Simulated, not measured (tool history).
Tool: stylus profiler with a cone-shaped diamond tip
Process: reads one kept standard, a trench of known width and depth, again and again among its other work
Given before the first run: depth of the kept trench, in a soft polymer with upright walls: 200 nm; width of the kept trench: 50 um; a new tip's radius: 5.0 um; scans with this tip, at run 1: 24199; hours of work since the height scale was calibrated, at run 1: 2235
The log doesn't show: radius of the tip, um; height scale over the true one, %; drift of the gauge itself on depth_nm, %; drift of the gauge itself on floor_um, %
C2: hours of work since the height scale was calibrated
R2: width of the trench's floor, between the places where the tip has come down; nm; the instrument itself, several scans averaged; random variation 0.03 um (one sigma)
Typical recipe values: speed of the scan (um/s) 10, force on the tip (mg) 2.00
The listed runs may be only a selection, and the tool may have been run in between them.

Run 1, hour 0.0: usual settings; scans with this tip 24199; C2 2235. Result: depth of the trench (Å) 2026.2, R2 46520 nm.
At hour 39.0: height scale calibrated on a step standard.
Run 2, hour 68.6: usual settings; scans with this tip 24705; C2 20. Result: depth of the trench (Å) 2015.8, R2 46410 nm.
Run 3, hour 151.2: usual settings; scans with this tip 25319; C2 77. Result: depth of the trench (Å) 2016.1, R2 46430 nm.
Run 4, hour 195.4: usual settings; scans with this tip 25647; C2 107. Result: depth of the trench (Å) 2017.7, R2 46430 nm.
Run 5, hour 236.2: usual settings; scans with this tip 25950; C2 135. Result: depth of the trench (Å) 2019.6, R2 46430 nm.
Run 6, hour 316.7: usual settings; scans with this tip 26548; C2 191. Result: depth of the trench (Å) 2018.6, R2 46440 nm.
Run 7, hour 368.9: usual settings but force on the tip (mg) 0.81; scans with this tip 26936; C2 226. Result: depth of the trench (Å) 2010.7, R2 46370 nm.
Run 8, hour 418.2: usual settings but force on the tip (mg) 0.81; scans with this tip 27302; C2 260. Result: depth of the trench (Å) 2011.1, R2 46420 nm.
Run 9, hour 463.8: usual settings but force on the tip (mg) 0.81; scans with this tip 27640; C2 291. Result: depth of the trench (Å) 2009.7, R2 46430 nm.
Run 10, hour 538.5: usual settings but speed of the scan (um/s) 22; scans with this tip 28195; C2 343. Result: depth of the trench (Å) 2019.3, R2 46330 nm.
Run 11, hour 636.2: usual settings but force on the tip (mg) 3.47; scans with this tip 28921; C2 410. Result: depth of the trench (Å) 2024.5, R2 46410 nm.
Run 12, hour 684.6: usual settings but force on the tip (mg) 3.47; scans with this tip 29281; C2 443. Result: depth of the trench (Å) 2027.0, R2 46360 nm.
Run 13, hour 746.2: usual settings but force on the tip (mg) 3.47; scans with this tip 29738; C2 485. Result: depth of the trench (Å) 2025.1, R2 46300 nm.
Run 14, hour 791.7: usual settings but speed of the scan (um/s) 26, force on the tip (mg) 1.55; scans with this tip 30076; C2 517. Result: depth of the trench (Å) 2016.0, R2 46230 nm.
Run 15, hour 879.2: usual settings but speed of the scan (um/s) 25, force on the tip (mg) 2.27; scans with this tip 30726; C2 577. Result: depth of the trench (Å) 2020.1, R2 46260 nm.
Run 16, hour 965.6: usual settings but speed of the scan (um/s) 4, force on the tip (mg) 0.80; scans with this tip 31368; C2 636. Result: depth of the trench (Å) 2011.8, R2 46340 nm.
Run 17, hour 1064.2: usual settings but speed of the scan (um/s) 21, force on the tip (mg) 0.99; scans with this tip 32100; C2 703. Result: depth of the trench (Å) 2014.8, R2 46240 nm.
Run 18, hour 1118.8: usual settings but force on the tip (mg) 0.85; scans with this tip 32506; C2 741. Result: depth of the trench (Å) 2012.3, R2 46270 nm.
Run 19, hour 1178.8: usual settings but speed of the scan (um/s) 22, force on the tip (mg) 1.62; scans with this tip 32952; C2 782. Result: depth of the trench (Å) 2019.7, R2 46220 nm.
Run 20, hour 1250.2: usual settings but speed of the scan (um/s) 2, force on the tip (mg) 3.64; scans with this tip 33482; C2 831. Result: depth of the trench (Å) 2030.5, R2 46320 nm.

What will run 21 give?
Run 21, hour 1307.1: usual settings but speed of the scan (um/s) 3, force on the tip (mg) 1.01; scans with this tip 33905; C2 870. Result: depth of the trench (Å) ?, R2 ?.

Logged for run 21: depth of the trench (Å) 2012.8, R2 46210 nm.
If the tool had no hidden condition, the same run with the same run-to-run variation would have returned depth of the trench (Å) 2009.5, R2 47130 nm.

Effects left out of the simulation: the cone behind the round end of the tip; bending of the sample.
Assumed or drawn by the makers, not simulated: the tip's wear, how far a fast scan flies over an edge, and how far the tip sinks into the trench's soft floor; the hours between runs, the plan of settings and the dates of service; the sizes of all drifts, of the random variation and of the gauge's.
